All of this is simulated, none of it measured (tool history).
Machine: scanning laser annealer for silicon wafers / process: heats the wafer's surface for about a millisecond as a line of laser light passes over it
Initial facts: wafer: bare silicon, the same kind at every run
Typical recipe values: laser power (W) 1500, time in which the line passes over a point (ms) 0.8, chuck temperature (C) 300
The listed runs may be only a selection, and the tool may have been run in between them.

| run | hour | laser power (W) | time in which the line passes over a point (ms) | chuck temperature (C) | highest temperature of the surface (C) |
|---|---|---|---|---|---|
| 1 | 0 | 1500 | 0.8 | 300 | 1025 |
| 2 | 21.5 | 1500 | 0.8 | 300 | 1026 |
| 3 | 39.4 | 1500 | 0.8 | 300 | 1026 |
| 4 | 62.4 | 1500 | 0.8 | 300 | 1023 |
| 5 | 79.2 | 1500 | 0.8 | 300 | 1022 |
| 6 | 100.2 | 1500 | 0.8 | 300 | 1022 |
| 7 | 112.1 | 1500 | 0.8 | 336 | 1058 |
| 8 | 134.5 | 1500 | 0.8 | 336 | 1058 |
| 9 | 155.1 | 1500 | 0.8 | 336 | 1057 |
|  | 158.7 | window over the wafer cleaned |
| 10 | 172.2 | 1500 | 0.8 | 316 | 1020 |
| 11 | 190.6 | 1549 | 0.8 | 300 | 1030 |
| 12 | 212.7 | 1402 | 0.708 | 308 | 921 |
| 13 | 228.6 | 1500 | 0.658 | 316 | 958 |
| 14 | 239.9 | 1343 | 0.8 | 300 | 905 |
|  | 247.1 | window over the wafer cleaned, once more |
| 15 | 264.1 | 1500 | 0.678 | 300 | 988 |
| 16 | 279.7 | 1416 | 0.825 | 301 | 995 |
| 17 | 294.2 | 1522 | 0.8 | 300 | 1049 |
| 18 | 314.9 | 1522 | 0.8 | 300 | 1053 |
| 19 | 329.6 | 1645 | 0.745 | 325 | 1128 |
| 20 | 352.6 | 1429 | 0.8 | 297 | 985 |
| 21 | 373.4 | 1429 | 0.8 | 297 | 984 |

Some steps in highest temperature of the surface (C) between neighbouring runs. How much of each would the tool show without its hidden state too (settings, what came in, random variation), and how much is left for the hidden state, with any gauge scatter that isn't in both results?
The tool's hidden condition here consists of: light that passes the window, % of a clean one's; laser's true power over the reading, %; width of the line over the set one, %; drift of the gauge itself on peak_c, C.
Run 9 -> 10: chuck temperature (C) 336 -> 316, window over the wafer cleaned. highest temperature of the surface (C) -37: hidden state -16, all else -21.
Run 11 -> 12: laser power (W) 1549 -> 1402, time in which the line passes over a point (ms) 0.8 -> 0.708, chuck temperature (C) 300 -> 308. highest temperature of the surface (C) -109: hidden state +6, all else -115.
Run 14 -> 15: laser power (W) 1343 -> 1500, time in which the line passes over a point (ms) 0.8 -> 0.678, window over the wafer cleaned, once more. highest temperature of the surface (C) +83: hidden state +34, all else +49.
Run 19 -> 20: laser power (W) 1645 -> 1429, time in which the line passes over a point (ms) 0.745 -> 0.8, chuck temperature (C) 325 -> 297. highest temperature of the surface (C) -143: hidden state +0, all else -143.
